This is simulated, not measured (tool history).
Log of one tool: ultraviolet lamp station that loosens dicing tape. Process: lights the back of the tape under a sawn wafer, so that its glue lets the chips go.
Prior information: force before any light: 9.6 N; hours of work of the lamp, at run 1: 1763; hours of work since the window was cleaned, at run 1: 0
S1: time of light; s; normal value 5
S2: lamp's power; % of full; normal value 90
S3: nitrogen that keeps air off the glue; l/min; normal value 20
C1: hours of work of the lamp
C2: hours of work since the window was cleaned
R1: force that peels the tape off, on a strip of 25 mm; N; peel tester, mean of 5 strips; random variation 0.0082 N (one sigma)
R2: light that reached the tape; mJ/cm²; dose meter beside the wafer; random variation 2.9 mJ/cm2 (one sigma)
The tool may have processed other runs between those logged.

| run | hour | S1 | S2 | S3 | C1 | C2 | R1 | R2 |
|---|---|---|---|---|---|---|---|---|
| 1 | 0 | 5 | 90 | 20 | 1763 | 0 | 1.039 | 227 |
| 2 | 56.6 | 6 | 90 | 20 | 1792 | 29 | 0.75 | 268 |
|  | 79 | lamp changed |
| 3 | 99.3 | 5 | 90 | 26 | 11 | 51 | 0.305 | 399 |
| 4 | 143.6 | 5 | 90 | 26 | 34 | 74 | 0.321 | 390 |
| 5 | 244.7 | 5 | 90 | 11 | 86 | 127 | 0.474 | 378 |
| 6 | 318.2 | 5 | 90 | 11 | 125 | 165 | 0.512 | 367 |
| 7 | 367.8 | 5 | 90 | 11 | 150 | 191 | 0.509 | 360 |
|  | 416.9 | window cleaned of glue's vapour |
| 8 | 433 | 5 | 90 | 11 | 184 | 8 | 0.466 | 390 |
| 9 | 534 | 5 | 85 | 12 | 237 | 61 | 0.531 | 354 |
| 10 | 583.8 | 5 | 85 | 12 | 263 | 87 | 0.539 | 350 |
| 11 | 686.1 | 5 | 85 | 9 | 316 | 140 | 0.691 | 335 |
| 12 | 729.6 | 5 | 93 | 24 | 339 | 163 | 0.386 | 365 |

For run 13, what comes out?
| 13 | 775.2 | 5 | 76 | 20 | 362 | 187 | ? | ? |

{"run 13": {"R1": 0.637, "R2": 290}}
With no hidden state in the tool, this same run would have given R1 0.445 N, R2 344 mJ/cm².
